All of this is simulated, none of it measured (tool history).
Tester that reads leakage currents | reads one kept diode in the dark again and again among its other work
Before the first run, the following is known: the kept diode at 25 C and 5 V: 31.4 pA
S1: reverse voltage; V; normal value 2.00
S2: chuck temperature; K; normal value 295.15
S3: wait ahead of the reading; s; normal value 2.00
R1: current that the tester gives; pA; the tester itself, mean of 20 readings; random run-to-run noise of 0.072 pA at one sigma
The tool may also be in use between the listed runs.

run	hour	S1	S2	S3	R1
1	0.0	2.00	295.15	2.00	22.58
2	86.2	4.24	295.15	2.00	33.25
# hour 168.2: chuck's temperature calibrated
3	242.6	2.00	298.15	2.00	26.68
4	444.1	2.00	298.15	2.00	27.46
# hour 478.8: probe card cleaned and baked
5	624.4	2.00	298.15	8.06	23.29
6	798.3	2.00	298.15	8.06	23.66
7	943.8	2.00	298.15	6.14	24.04
8	1136.7	2.00	298.15	6.14	24.28
9	1294.4	2.00	298.15	6.14	24.86
10	1405.0	2.00	313.15	2.00	88.03
11	1571.5	3.65	295.15	2.00	25.94
# hour 1774.7: tester calibrated
12	1779.6	2.00	326.15	2.00	250.30
13	1916.0	2.00	326.15	2.00	250.73
14	2095.5	1.01	317.15	0.67	98.74
15	2295.7	3.81	317.15	0.67	165.03
16	2402.2	2.26	295.15	2.00	23.50
17	2599.1	2.06	304.15	9.22	46.60
18	2733.7	3.31	316.15	2.43	147.05
19	2885.5	3.31	316.15	2.43	148.70
# hour 3009.2: chuck's temperature calibrated
20	3045.5	3.31	316.15	2.43	133.00
21	3157.9	2.00	306.15	5.63	50.25
22	3357.5	6.58	300.15	2.00	57.19
# hour 3440.8: probe card cleaned and baked
23	3480.8	4.58	295.15	2.00	24.31
24	3681.7	2.96	312.15	0.38	92.17
25	3807.0	15.79	314.15	0.85	205.28
26	3983.1	1.05	295.15	0.63	14.95

For each run, the measured value with the value that run would have given without the tool's hidden condition subtracted. The run-to-run variation is shared by both, the gauge scatter possibly not:
What the log doesn't record here: stray current of the dirty probe card, pA a volt; current scale over the true one, %; true chuck temperature over the reading, C; drift of the gauge itself on leakage_pa, %.
run	R1
1	+5.15
2	+10.09
3	+4.10
4	+4.62
5	+0.65
6	+1.05
7	+1.39
8	+1.81
9	+2.18
10	+4.92
11	+4.10
12	+18.11
13	+19.31
14	+8.89
15	+18.59
16	+5.29
17	+7.70
18	+19.47
19	+20.64
20	+6.42
21	+4.25
22	+14.61
23	+0.54
24	+2.49
25	+9.50
26	+0.96
